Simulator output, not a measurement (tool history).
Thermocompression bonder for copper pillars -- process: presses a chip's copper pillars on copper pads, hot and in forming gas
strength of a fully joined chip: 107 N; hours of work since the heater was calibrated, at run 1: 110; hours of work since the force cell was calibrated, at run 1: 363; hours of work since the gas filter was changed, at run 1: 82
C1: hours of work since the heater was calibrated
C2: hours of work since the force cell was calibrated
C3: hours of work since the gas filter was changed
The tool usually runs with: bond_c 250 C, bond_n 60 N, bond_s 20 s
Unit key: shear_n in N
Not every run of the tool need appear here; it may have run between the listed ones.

{"run": 1, "day": 0.0, "bond_c": 250, "bond_n": 60, "bond_s": 20, "C1": 110, "C2": 363, "C3": 82, "shear_n": 57.2}
{"run": 2, "day": 0.283, "bond_c": 250, "bond_n": 60, "bond_s": 20, "C1": 115, "C2": 369, "C3": 87, "shear_n": 57.8}
{"run": 3, "day": 0.9, "bond_c": 250, "bond_n": 60, "bond_s": 18, "C1": 127, "C2": 380, "C3": 99, "shear_n": 57.0}
{"run": 4, "day": 1.404, "bond_c": 250, "bond_n": 60, "bond_s": 18, "C1": 136, "C2": 390, "C3": 109, "shear_n": 56.8}
{"run": 5, "day": 1.754, "bond_c": 250, "bond_n": 60, "bond_s": 18, "C1": 143, "C2": 396, "C3": 115, "shear_n": 57.4}
{"run": 6, "day": 2.417, "bond_c": 250, "bond_n": 60, "bond_s": 18, "C1": 156, "C2": 409, "C3": 128, "shear_n": 56.2}
{"run": 7, "day": 2.967, "bond_c": 250, "bond_n": 60, "bond_s": 18, "C1": 166, "C2": 419, "C3": 138, "shear_n": 56.3}
{"run": 8, "day": 3.525, "bond_c": 250, "bond_n": 60, "bond_s": 18, "C1": 177, "C2": 430, "C3": 149, "shear_n": 56.6}
{"run": 9, "day": 3.954, "bond_c": 250, "bond_n": 60, "bond_s": 18, "C1": 185, "C2": 438, "C3": 157, "shear_n": 54.0}
{"run": 10, "day": 4.588, "bond_c": 250, "bond_n": 60, "bond_s": 18, "C1": 197, "C2": 450, "C3": 169, "shear_n": 54.6}
{"run": 11, "day": 5.233, "bond_c": 250, "bond_n": 75, "bond_s": 18, "C1": 209, "C2": 462, "C3": 181, "shear_n": 60.0}
{"run": 12, "day": 5.762, "bond_c": 250, "bond_n": 75, "bond_s": 18, "C1": 219, "C2": 472, "C3": 191, "shear_n": 59.4}
{"run": 13, "day": 6.154, "bond_c": 250, "bond_n": 75, "bond_s": 18, "C1": 226, "C2": 480, "C3": 198, "shear_n": 61.0}
{"run": 14, "day": 6.75, "bond_c": 250, "bond_n": 60, "bond_s": 20, "C1": 238, "C2": 491, "C3": 210, "shear_n": 55.8}
{"run": 15, "day": 7.396, "bond_c": 250, "bond_n": 60, "bond_s": 20, "C1": 250, "C2": 503, "C3": 222, "shear_n": 56.7}
{"run": 16, "day": 7.992, "bond_c": 250, "bond_n": 60, "bond_s": 11, "C1": 261, "C2": 514, "C3": 233, "shear_n": 45.7}
{"run": 17, "day": 8.358, "bond_c": 250, "bond_n": 67, "bond_s": 11, "C1": 268, "C2": 521, "C3": 240, "shear_n": 48.4}
{"run": 18, "day": 8.717, "bond_c": 275, "bond_n": 60, "bond_s": 20, "C1": 275, "C2": 528, "C3": 247, "shear_n": 69.9}
{"run": 19, "day": 9.046, "bond_c": 250, "bond_n": 60, "bond_s": 15, "C1": 281, "C2": 534, "C3": 253, "shear_n": 52.3}
{"day": 9.104, "done": "forming gas filter changed"}
{"run": 20, "day": 9.396, "bond_c": 250, "bond_n": 51, "bond_s": 15, "C1": 287, "C2": 541, "C3": 5, "shear_n": 49.3}
{"run": 21, "day": 9.796, "bond_c": 250, "bond_n": 60, "bond_s": 20, "C1": 295, "C2": 548, "C3": 13, "shear_n": 59.0}
{"run": 22, "day": 10.396, "bond_c": 250, "bond_n": 60, "bond_s": 20, "C1": 306, "C2": 559, "C3": 24, "shear_n": 57.5}
{"run": 23, "day": 11.058, "bond_c": 266, "bond_n": 37, "bond_s": 23, "C1": 319, "C2": 572, "C3": 37, "shear_n": 58.8}
{"run": 24, "day": 11.721, "bond_c": 271, "bond_n": 60, "bond_s": 29, "C1": 331, "C2": 585, "C3": 49, "shear_n": 78.4}
{"run": 25, "day": 12.254, "bond_c": 271, "bond_n": 60, "bond_s": 29, "C1": 341, "C2": 595, "C3": 60, "shear_n": 76.1}
{"day": 12.375, "done": "heater calibrated with a thermocouple chip"}
{"run": 26, "day": 12.954, "bond_c": 250, "bond_n": 58, "bond_s": 20, "C1": 11, "C2": 606, "C3": 71, "shear_n": 56.7}
{"run": 27, "day": 13.229, "bond_c": 250, "bond_n": 58, "bond_s": 20, "C1": 16, "C2": 611, "C3": 76, "shear_n": 55.8}
{"run": 28, "day": 13.721, "bond_c": 271, "bond_n": 46, "bond_s": 19, "C1": 25, "C2": 621, "C3": 86, "shear_n": 61.7}
{"day": 13.912, "done": "heater calibrated with a thermocouple chip, once more"}
{"run": 29, "day": 14.367, "bond_c": 249, "bond_n": 63, "bond_s": 35, "C1": 9, "C2": 631, "C3": 96, "shear_n": 69.3}
{"run": 30, "day": 14.946, "bond_c": 269, "bond_n": 69, "bond_s": 14, "C1": 20, "C2": 642, "C3": 107, "shear_n": 64.9}
{"run": 31, "day": 15.475, "bond_c": 223, "bond_n": 50, "bond_s": 28, "C1": 30, "C2": 652, "C3": 117, "shear_n": 44.5}
{"run": 32, "day": 16.05, "bond_c": 250, "bond_n": 65, "bond_s": 52, "C1": 40, "C2": 663, "C3": 128, "shear_n": 80.7}
{"run": 33, "day": 16.433, "bond_c": 250, "bond_n": 65, "bond_s": 52, "C1": 48, "C2": 670, "C3": 135, "shear_n": 77.5}
{"run": 34, "day": 16.733, "bond_c": 250, "bond_n": 60, "bond_s": 50, "C1": 53, "C2": 676, "C3": 141, "shear_n": 75.0}
{"run": 35, "day": 17.008, "bond_c": 239, "bond_n": 56, "bond_s": 18, "C1": 58, "C2": 681, "C3": 146, "shear_n": 47.4}
{"run": 36, "day": 17.483, "bond_c": 268, "bond_n": 64, "bond_s": 30, "C1": 68, "C2": 690, "C3": 155, "shear_n": 77.0}
{"run": 37, "day": 17.833, "bond_c": 252, "bond_n": 46, "bond_s": 30, "C1": 74, "C2": 697, "C3": 162, "shear_n": 59.9}
{"run": 38, "day": 18.467, "bond_c": 265, "bond_n": 46, "bond_s": 30, "C1": 86, "C2": 709, "C3": 174, "shear_n": 68.1}
{"run": 39, "day": 19.075, "bond_c": 265, "bond_n": 46, "bond_s": 30, "C1": 98, "C2": 720, "C3": 185, "shear_n": 66.5}
{"run": 40, "day": 19.483, "bond_c": 265, "bond_n": 80, "bond_s": 11, "C1": 105, "C2": 728, "C3": 193, "shear_n": 59.0}
{"run": 41, "day": 19.996, "bond_c": 262, "bond_n": 84, "bond_s": 26, "C1": 115, "C2": 738, "C3": 203, "shear_n": 77.8}

Here are 3 independent what-if runs from the current tool condition. What would each one return?
{"run": "A", "day": 20.479, "bond_c": 262, "bond_n": 73, "bond_s": 26, "C1": 124, "C2": 747, "C3": 212, "shear_n": "?"}
{"run": "B", "day": 20.479, "bond_c": 232, "bond_n": 84, "bond_s": 56, "C1": 124, "C2": 747, "C3": 212, "shear_n": "?"}
{"run": "C", "day": 20.479, "bond_c": 267, "bond_n": 60, "bond_s": 20, "C1": 124, "C2": 747, "C3": 212, "shear_n": "?"}

run=A shear_n=74.2
run=B shear_n=74.8
run=C shear_n=66.1
The same runs, with their run-to-run variation unchanged, on a tool lacking any hidden condition would have given:
run=A shear_n=78.3
run=B shear_n=79.0
run=C shear_n=69.9
